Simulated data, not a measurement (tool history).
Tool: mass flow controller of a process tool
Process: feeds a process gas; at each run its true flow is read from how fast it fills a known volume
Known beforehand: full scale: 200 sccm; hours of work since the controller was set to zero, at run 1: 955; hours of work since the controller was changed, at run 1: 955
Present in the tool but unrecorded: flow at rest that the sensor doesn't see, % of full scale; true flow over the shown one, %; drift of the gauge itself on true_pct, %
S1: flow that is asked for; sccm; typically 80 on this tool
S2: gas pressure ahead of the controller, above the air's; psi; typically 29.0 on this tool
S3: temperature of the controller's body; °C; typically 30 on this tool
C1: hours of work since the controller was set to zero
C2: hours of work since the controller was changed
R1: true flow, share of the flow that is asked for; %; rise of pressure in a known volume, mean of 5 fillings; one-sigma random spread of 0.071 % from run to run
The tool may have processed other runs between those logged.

Run 1, hour 0.0: usual settings; C1 955; C2 955. Result: R1 99.75 %.
Run 2, hour 171.8: usual settings but S1 161 sccm; C1 1071; C2 1071. Result: R1 100.02 %.
Run 3, hour 353.3: usual settings but S1 161 sccm; C1 1193; C2 1193. Result: R1 99.91 %.
Run 4, hour 607.1: usual settings but S1 161 sccm; C1 1364; C2 1364. Result: R1 99.97 %.
Run 5, hour 791.6: usual settings but S1 161 sccm; C1 1488; C2 1488. Result: R1 99.75 %.
Run 6, hour 952.3: usual settings but S1 58 sccm; C1 1596; C2 1596. Result: R1 99.10 %.
Run 7, hour 1221.6: usual settings but S1 58 sccm; C1 1778; C2 1778. Result: R1 99.04 %.
Run 8, hour 1340.8: usual settings but S1 58 sccm; C1 1858; C2 1858. Result: R1 98.95 %.
Run 9, hour 1579.2: usual settings but S3 23 °C; C1 2019; C2 2019. Result: R1 98.45 %.
Run 10, hour 1812.1: usual settings; C1 2176; C2 2176. Result: R1 99.05 %.
Run 11, hour 1978.9: usual settings; C1 2288; C2 2288. Result: R1 98.76 %.
Run 12, hour 2170.1: usual settings; C1 2417; C2 2417. Result: R1 98.83 %.
Run 13, hour 2322.3: usual settings; C1 2519; C2 2519. Result: R1 98.65 %.
Run 14, hour 2461.8: usual settings; C1 2613; C2 2613. Result: R1 98.67 %.
Run 15, hour 2578.1: usual settings; C1 2692; C2 2692. Result: R1 98.70 %.
Run 16, hour 2719.1: usual settings; C1 2786; C2 2786. Result: R1 98.46 %.
Run 17, hour 2990.5: usual settings; C1 2969; C2 2969. Result: R1 98.37 %.
Run 18, hour 3225.7: usual settings; C1 3128; C2 3128. Result: R1 98.37 %.
Run 19, hour 3378.6: usual settings; C1 3231; C2 3231. Result: R1 98.25 %.
Run 20, hour 3638.8: usual settings; C1 3406; C2 3406. Result: R1 98.06 %.
Run 21, hour 3791.4: usual settings; C1 3509; C2 3509. Result: R1 98.12 %.
Run 22, hour 3931.1: usual settings but S1 114 sccm; C1 3603; C2 3603. Result: R1 98.10 %.
Run 23, hour 4196.4: usual settings but S1 114 sccm, S3 34 °C; C1 3782; C2 3782. Result: R1 98.37 %.
At hour 4315.8: gauge calibrated.
Run 24, hour 4466.1: usual settings but S1 114 sccm, S3 34 °C; C1 3963; C2 3963. Result: R1 100.08 %.
Run 25, hour 4703.3: usual settings but S1 114 sccm, S3 34 °C; C1 4123; C2 4123. Result: R1 100.01 %.
Run 26, hour 4950.2: usual settings but S1 46 sccm, S2 27.1 psi, S3 28 °C; C1 4289; C2 4289. Result: R1 99.11 %.
Run 27, hour 5164.0: usual settings but S3 26 °C; C1 4433; C2 4433. Result: R1 99.18 %.
Run 28, hour 5417.9: usual settings but S1 159 sccm, S2 29.4 psi, S3 22 °C; C1 4605; C2 4605. Result: R1 99.14 %.
Run 29, hour 5646.3: usual settings but S1 159 sccm, S2 29.4 psi, S3 22 °C; C1 4758; C2 4758. Result: R1 98.99 %.
Run 30, hour 5921.2: usual settings but S1 126 sccm, S3 39 °C; C1 4944; C2 4944. Result: R1 99.89 %.
Run 31, hour 6192.2: usual settings but S1 126 sccm, S3 39 °C; C1 5126; C2 5126. Result: R1 99.64 %.
Run 32, hour 6413.3: usual settings but S3 28 °C; C1 5275; C2 5275. Result: R1 98.72 %.
Run 33, hour 6642.5: usual settings but S1 48 sccm, S2 28.4 psi, S3 22 °C; C1 5429; C2 5429. Result: R1 98.09 %.
Run 34, hour 6881.7: usual settings but S1 70 sccm, S2 30.2 psi, S3 23 °C; C1 5591; C2 5591. Result: R1 98.06 %.
Run 35, hour 7113.3: usual settings but S1 70 sccm, S2 30.2 psi, S3 23 °C; C1 5747; C2 5747. Result: R1 98.03 %.
Run 36, hour 7337.5: usual settings but S1 121 sccm, S2 38.0 psi, S3 23 °C; C1 5898; C2 5898. Result: R1 98.26 %.
At hour 7389.3: controller's zero set anew.
At hour 7404.7: gauge calibrated.
Run 37, hour 7532.6: usual settings but S1 71 sccm, S2 32.3 psi; C1 97; C2 6029. Result: R1 99.62 %.
Run 38, hour 7741.8: usual settings but S1 113 sccm, S2 32.8 psi, S3 21 °C; C1 238; C2 6170. Result: R1 99.29 %.
Run 39, hour 8012.7: usual settings but S1 196 sccm, S2 21.9 psi, S3 37 °C; C1 420; C2 6352. Result: R1 100.31 %.
Run 40, hour 8220.4: usual settings but S1 196 sccm, S2 21.9 psi, S3 37 °C; C1 560; C2 6492. Result: R1 100.21 %.
Run 41, hour 8469.5: usual settings but S1 84 sccm, S2 21.9 psi, S3 37 °C; C1 728; C2 6660. Result: R1 99.62 %.
Run 42, hour 8622.5: usual settings but S1 84 sccm, S2 21.9 psi, S3 37 °C; C1 831; C2 6763. Result: R1 99.55 %.

The next listed run, before its measurement:
Run 43, hour 8741.1: usual settings but S1 182 sccm, S2 30.5 psi, S3 26 °C; C1 911; C2 6843. Result: R1 ?.

{"run 43": {"R1": 99.45}}
Had the tool carried no hidden state, the very same run would have given R1 100.01 %.
